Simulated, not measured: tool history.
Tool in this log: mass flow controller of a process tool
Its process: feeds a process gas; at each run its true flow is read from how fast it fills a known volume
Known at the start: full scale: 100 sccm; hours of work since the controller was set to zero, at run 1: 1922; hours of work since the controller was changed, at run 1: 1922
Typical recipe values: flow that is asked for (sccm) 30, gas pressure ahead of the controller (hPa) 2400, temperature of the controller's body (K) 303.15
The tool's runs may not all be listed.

run	hour	flow that is asked for (sccm)	gas pressure ahead of the controller (hPa)	temperature of the controller's body (K)	hours of work since the controller was set to zero	hours of work since the controller was changed	true flow (%)
1	0	30	2400	303.15	1922	1922	97.45
2	122.6	19	2400	303.15	1972	1972	96.56
3	354.5	30	2400	303.15	2066	2066	97.35
4	530.9	30	2400	303.15	2138	2138	97.28
5	660.1	30	2400	303.15	2190	2190	97.15
6	863.1	30	2400	303.15	2273	2273	97.16
7	1009.1	30	2400	303.15	2332	2332	97.14
8	1126.5	30	2400	303.15	2380	2380	97.29
9	1334.8	30	2400	303.15	2465	2465	97.25
10	1480.4	30	2400	303.15	2524	2524	97.03
11	1692.3	30	2400	303.15	2610	2610	97.01
12	1903.9	30	2400	300.15	2697	2697	96.77
13	2118.7	15	2400	300.15	2784	2784	95.09
14	2255.5	15	2400	300.15	2840	2840	94.9
15	2364.5	52	2400	300.15	2884	2884	97.77
16	2595.1	30	2400	303.15	2978	2978	96.98
17	2791.2	30	2400	303.15	3058	3058	96.8
18	2918.1	30	2400	307.15	3109	3109	97.29
19	3085.5	30	2400	307.15	3178	3178	97.34
20	3318.6	30	2400	307.15	3272	3272	97.2
21	3415.2	30	2400	296.15	3312	3312	95.78
22	3524.6	23	2400	303.15	3356	3356	96.09
23	3705.2	31	2130	311.15	3430	3430	97.48
24	3830.9	13	1880	300.15	3481	3481	93.53
25	3975.2	49	2500	301.15	3540	3540	97.62
26	4194.6	31	2110	301.15	3629	3629	96.23
27	4379.9	93	2110	295.15	3705	3705	98.47
28	4545.2	30	2350	303.15	3772	3772	96.47
29	4763.7	30	2350	304.15	3861	3861	96.65
30	4979.3	30	2350	304.15	3949	3949	96.5
31	5083.8	30	2350	309.15	3991	3991	97.04
32	5267.2	30	2350	309.15	4066	4066	97.11
33	5477.5	15	1620	303.15	4151	4151	93.6
34	5679.6	47	1970	306.15	4234	4234	97.41
35	5868.4	30	2400	295.15	4310	4310	95.39
36	6051.9	69	2400	295.15	4385	4385	97.62
37	6257.7	14	1920	295.15	4469	4469	92.46
38	6354.7	14	1920	295.15	4508	4508	92.5
39	6519.6	14	1920	295.15	4576	4576	92.37
40	6734.5	19	2440	299.15	4663	4663	94.31

5 options for the next run, each taken on its own from the tool as it stands now. Forecast them:
A	6905.9	17	2400	303.15	4733	4733	?
B	6905.9	47	2400	303.15	4733	4733	?
C	6905.9	11	2400	303.15	4733	4733	?
D	6905.9	30	1700	296.15	4733	4733	?
E	6905.9	12	1780	299.15	4733	4733	?

run	true flow (%)
A	94.4
B	97.26
C	92.42
D	94.71
E	91.96
Without the tool's hidden state the same runs would have given:
run	true flow (%)
A	98.11
B	99.02
C	97.79
D	97.1
E	96.94

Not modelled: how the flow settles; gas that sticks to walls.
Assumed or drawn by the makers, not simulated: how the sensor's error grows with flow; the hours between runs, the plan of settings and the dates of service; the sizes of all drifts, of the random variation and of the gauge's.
